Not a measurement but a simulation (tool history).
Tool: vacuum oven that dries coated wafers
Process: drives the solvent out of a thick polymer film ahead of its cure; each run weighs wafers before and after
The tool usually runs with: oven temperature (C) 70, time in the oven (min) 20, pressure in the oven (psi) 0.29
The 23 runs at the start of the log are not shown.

run,day,oven temperature (C),time in the oven (min),pressure in the oven (psi),solvent left in the film (%)
24,8.296,70,13,0.29,5.13
25,8.742,70,13,0.29,5.15
26,9.067,66,24,0.587,5.3
27,9.575,66,20,0.489,5.48
28,9.858,66,20,0.489,5.5
29,10.179,66,20,0.489,5.55
30,10.412,55,23,0.355,7.77
31,10.654,70,15,0.403,4.96
32,11.142,59,15,0.21,7.39
33,11.675,59,15,0.162,7.16
34,11.921,59,15,0.162,7.09
35,12.392,56,20,0.29,7.53
36,12.671,59,20,0.29,6.59
37,13.067,73,25,0.998,5.33
38,13.533,70,25,0.998,6.19
39,13.892,70,20,0.371,3.69
40,14.296,70,20,0.371,3.8
41,14.783,61,12,0.371,8.84
42,15.108,70,31,0.29,2.17
43,15.392,59,20,0.29,6.53
44,15.654,69,12,0.157,5.35
45,16.05,66,31,0.455,3.89
46,16.433,70,11,0.29,6.04
47,16.833,70,11,0.29,5.93

Forecast each of these 3 alternatives for the next run:
A,17.229,70,13,0.154,?
B,17.229,67,20,0.29,?
C,17.229,70,17,0.277,?

run,solvent left in the film (%)
A,4.56
B,4.18
C,3.86
Stripped of hidden state, with their random variation kept, the same runs would have yielded:
run,solvent left in the film (%)
A,4.55
B,4.17
C,3.85

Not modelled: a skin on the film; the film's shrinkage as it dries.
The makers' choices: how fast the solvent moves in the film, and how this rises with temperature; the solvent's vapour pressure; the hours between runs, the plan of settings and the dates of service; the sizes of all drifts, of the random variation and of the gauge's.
